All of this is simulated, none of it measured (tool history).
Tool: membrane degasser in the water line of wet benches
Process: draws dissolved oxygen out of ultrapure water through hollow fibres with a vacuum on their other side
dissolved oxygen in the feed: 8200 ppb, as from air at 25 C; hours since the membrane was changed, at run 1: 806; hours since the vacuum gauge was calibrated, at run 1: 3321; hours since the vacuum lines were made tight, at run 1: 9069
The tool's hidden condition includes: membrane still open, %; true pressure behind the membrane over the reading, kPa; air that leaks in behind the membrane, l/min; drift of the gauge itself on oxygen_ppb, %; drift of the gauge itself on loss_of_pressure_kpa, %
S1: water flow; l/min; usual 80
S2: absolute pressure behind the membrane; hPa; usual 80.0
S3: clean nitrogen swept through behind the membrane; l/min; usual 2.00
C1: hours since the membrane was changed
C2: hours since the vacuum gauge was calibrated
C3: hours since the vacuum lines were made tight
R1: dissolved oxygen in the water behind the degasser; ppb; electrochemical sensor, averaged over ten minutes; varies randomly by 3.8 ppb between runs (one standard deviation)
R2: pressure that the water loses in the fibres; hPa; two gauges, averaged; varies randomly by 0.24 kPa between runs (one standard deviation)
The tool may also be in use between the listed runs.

run,hour,S1,S2,S3,C1,C2,C3,R1,R2
1,0.0,80,80.0,2.00,806,3321,9069,380.7,640.2
2,64.9,80,80.0,0.87,871,3385,9134,670.4,640.6
3,103.1,80,80.0,1.36,909,3424,9172,506.9,643.8
4,138.7,80,80.0,1.36,945,3459,9208,502.8,639.7
5,208.0,80,80.0,1.36,1014,3529,9277,502.0,640.5
6,251.9,49,80.0,1.36,1058,3572,9321,344.0,396.5
7,319.8,111,80.0,2.00,1126,3640,9389,498.8,895.1
8,356.6,80,150.1,2.00,1163,3677,9426,882.5,642.0
9,409.2,80,80.0,2.00,1216,3730,9478,381.6,644.7
10,464.8,80,80.0,2.00,1271,3785,9534,379.7,648.4
11,514.9,71,80.0,0.88,1321,3835,9584,627.2,574.6
12,554.2,106,80.0,3.28,1361,3875,9623,330.2,854.0
13,596.3,80,167.3,1.53,1403,3917,9665,1205.7,649.9
14,637.5,80,167.3,1.53,1444,3958,9707,1204.1,649.4
15,668.6,56,80.0,3.03,1475,3989,9738,203.6,453.7
16,713.1,74,93.1,2.20,1519,4034,9782,424.2,599.6
17,766.3,74,93.1,2.20,1573,4087,9835,419.5,599.7

For run 18, what comes out?
18,803.8,76,99.9,2.20,1610,4124,9873,?,?

Run 18 produced R1 469.5 ppb, R2 621.0 hPa.
Were there no unlogged condition in the tool, this run, its random variation unchanged, would have produced R1 469.2 ppb, R2 611.9 hPa.

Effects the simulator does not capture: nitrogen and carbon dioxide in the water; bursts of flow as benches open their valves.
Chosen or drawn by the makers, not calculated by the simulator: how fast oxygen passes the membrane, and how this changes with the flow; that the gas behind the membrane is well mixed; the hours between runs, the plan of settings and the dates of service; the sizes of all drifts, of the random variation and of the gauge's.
